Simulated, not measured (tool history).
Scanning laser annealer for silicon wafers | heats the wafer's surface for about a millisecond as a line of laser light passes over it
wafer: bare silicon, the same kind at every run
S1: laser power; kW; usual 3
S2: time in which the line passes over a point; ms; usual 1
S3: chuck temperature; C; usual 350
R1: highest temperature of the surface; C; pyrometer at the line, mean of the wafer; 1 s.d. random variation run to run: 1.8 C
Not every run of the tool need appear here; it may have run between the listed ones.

Run 1, day 0: usual settings. Result: R1 1076 C.
Run 2, day 0.771: usual settings. Result: R1 1079 C.
Run 3, day 1.15: usual settings but S2 0.9 ms. Result: R1 1038 C.
Run 4, day 1.904: usual settings but S3 348 C. Result: R1 1077 C.
Run 5, day 2.475: usual settings but S2 1.2 ms, S3 348 C. Result: R1 1153 C.
Run 6, day 2.842: usual settings but S2 0.7 ms. Result: R1 952 C.
Run 7, day 3.325: usual settings but S2 0.7 ms. Result: R1 946 C.
Run 8, day 4.117: usual settings. Result: R1 1082 C.
Run 9, day 4.788: usual settings but S1 2.727 kW, S2 1.04 ms, S3 315 C. Result: R1 973 C.
Run 10, day 5.446: usual settings but S1 2.727 kW, S2 1.04 ms, S3 315 C. Result: R1 974 C.
Run 11, day 5.904: usual settings but S1 2.727 kW, S2 1.04 ms, S3 315 C. Result: R1 976 C.
Run 12, day 6.554: usual settings but S1 2.998 kW, S2 0.92 ms, S3 330 C. Result: R1 1024 C.
Run 13, day 7.008: usual settings but S1 2.998 kW, S2 0.92 ms, S3 346 C. Result: R1 1040 C.
Run 14, day 7.575: usual settings but S1 3.031 kW, S2 1.2 ms, S3 388 C. Result: R1 1204 C.
Run 15, day 8.033: usual settings but S1 3.031 kW, S2 1.2 ms, S3 388 C. Result: R1 1205 C.
At day 8.525: window over the wafer cleaned.
Run 16, day 8.788: usual settings but S1 2.691 kW, S2 1.18 ms. Result: R1 1051 C.

Predict each of these 5 candidate next runs independently; none follows another, all start after run 16:
Run A, day 9.479: usual settings but S1 3.22 kW, S2 1.18 ms. Result: R1 ?.
Run B, day 9.479: usual settings but S1 3.176 kW, S2 0.89 ms. Result: R1 ?.
Run C, day 9.479: usual settings but S1 2.818 kW, S2 1.05 ms. Result: R1 ?.
Run D, day 9.479: usual settings but S1 3.061 kW, S2 0.81 ms, S3 341 C. Result: R1 ?.
Run E, day 9.479: usual settings but S1 2.903 kW, S2 1.13 ms, S3 389 C. Result: R1 ?.

run    R1
  A  1225
  B  1084
  C  1044
  D  1011
  E  1140
What these runs would have given with no unlogged condition in the tool:
run    R1
  A  1225
  B  1084
  C  1044
  D  1011
  E  1141
